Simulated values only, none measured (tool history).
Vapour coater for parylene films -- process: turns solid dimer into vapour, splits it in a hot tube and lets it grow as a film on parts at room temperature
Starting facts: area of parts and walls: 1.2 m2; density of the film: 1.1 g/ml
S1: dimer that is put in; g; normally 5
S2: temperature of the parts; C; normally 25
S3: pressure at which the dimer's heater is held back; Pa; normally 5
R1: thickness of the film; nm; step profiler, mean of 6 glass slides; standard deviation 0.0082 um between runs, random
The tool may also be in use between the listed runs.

run	day	S1	S2	S3	R1
1	0	5	25	5	2174
2	2.479	5	25	5	2166
3	5.171	5	25	5	2166
4	7.808	5	25	6.15	2068
5	10.275	5	25	6.15	2056
6	12.179	5	25	6.15	2043
7	13.633	5	25	6.15	2052
8	16.504	5	25	6.15	2038
9	18.033	5	25	6.15	2054
# day 19.504: trap's valve overhauled
10	19.846	5	25	6.15	2216
11	21.904	5	25	6.15	2225
12	24.867	5	25	6.15	2201
13	27.867	5	25	6.15	2199
14	30.667	5	25	5	2290
15	33.546	5	25	4.18	2345
16	35.025	6	25	5	2732
# day 36.958: table's thermometer calibrated
17	37.392	6	25	5	2603
18	38.617	5	30	5	1811
19	40.258	5	30	5	1793
20	43.104	5	30	5	1780
21	44.6	5	25	5	2170
22	46.242	5	25	5	2161
23	48.075	3	25	5	1288
24	49.871	5	25	6.83	2025
25	51.15	4	26	11.45	1384
26	53.4	9	24	11.45	3373
27	55.375	9	24	11.45	3341
28	58.067	9	24	11.45	3352
# day 60.504: trap's valve overhauled
29	61.012	9	24	11.45	3655
30	62.554	4	24	11.45	1622
31	63.817	6	35	3.39	2017
32	66.05	8	24	3.39	4104
33	68.862	8	24	3.39	4105
34	71.896	8	21	2.95	4726
35	73.642	2	24	5.71	927
36	74.921	2	24	5.71	919
37	76.979	8	26	3.4	3756
38	79.496	8	26	3.4	3752
39	81.696	8	26	3.4	3737
40	83.708	6	30	3.21	2431
41	86.625	7	29	3.98	2797
42	88.438	7	24	5.08	3232
# day 88.671: table's thermometer calibrated
43	90.908	5	30	11.46	1489
44	92.554	5	18	2.16	3299
45	94.867	5	18	6.83	2608
46	97.517	5	18	6.83	2601
47	99.012	8	18	5.31	4336

Branching from run 47: 4 alternative next runs. What would each branch give?
A	101.175	5	28	11.16	?
B	101.175	8	18	8.38	?
C	101.175	4	24	5.31	?
D	101.175	8	31	5.98	?

run	R1
A	1580
B	3944
C	1732
D	2565
What these runs would have given with no unlogged condition in the tool:
run	R1
A	1710
B	4266
C	1872
D	2775
